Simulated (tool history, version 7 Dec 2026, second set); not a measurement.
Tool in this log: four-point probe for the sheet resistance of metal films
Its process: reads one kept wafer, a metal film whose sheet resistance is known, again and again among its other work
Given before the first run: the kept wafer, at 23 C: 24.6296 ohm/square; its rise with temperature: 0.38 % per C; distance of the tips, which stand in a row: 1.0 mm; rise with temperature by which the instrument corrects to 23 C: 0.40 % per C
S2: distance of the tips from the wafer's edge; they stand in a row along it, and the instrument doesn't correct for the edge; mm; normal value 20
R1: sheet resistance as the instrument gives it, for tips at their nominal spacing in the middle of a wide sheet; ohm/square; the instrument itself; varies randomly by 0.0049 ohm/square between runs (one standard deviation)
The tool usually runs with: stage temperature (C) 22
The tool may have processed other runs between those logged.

run 1 hour=0.0 | stage_temperature_(C)=22 S2=20 | R1=24.667515
run 2 hour=20.0 | stage_temperature_(C)=22 S2=3 | R1=26.021545
run 3 hour=36.7 | stage_temperature_(C)=21 S2=3 | R1=26.030688
run 4 hour=58.2 | stage_temperature_(C)=21 S2=3 | R1=26.026200
run 5 hour=71.4 | stage_temperature_(C)=22 S2=20 | R1=24.662197
run 6 hour=81.2 | stage_temperature_(C)=22 S2=20 | R1=24.671394
run 7 hour=101.4 | stage_temperature_(C)=22 S2=20 | R1=24.674089
run 8 hour=110.4 | stage_temperature_(C)=22 S2=20 | R1=24.676625
run 9 hour=125.3 | stage_temperature_(C)=23 S2=11 | R1=24.749236

For run 10, what comes out?
run 10 hour=143.1 | stage_temperature_(C)=23 S2=11 | R1=?

{"run 10": {"R1": 24.741026}}
Without the tool's hidden state the same run would have given R1 24.738305 ohm/square.
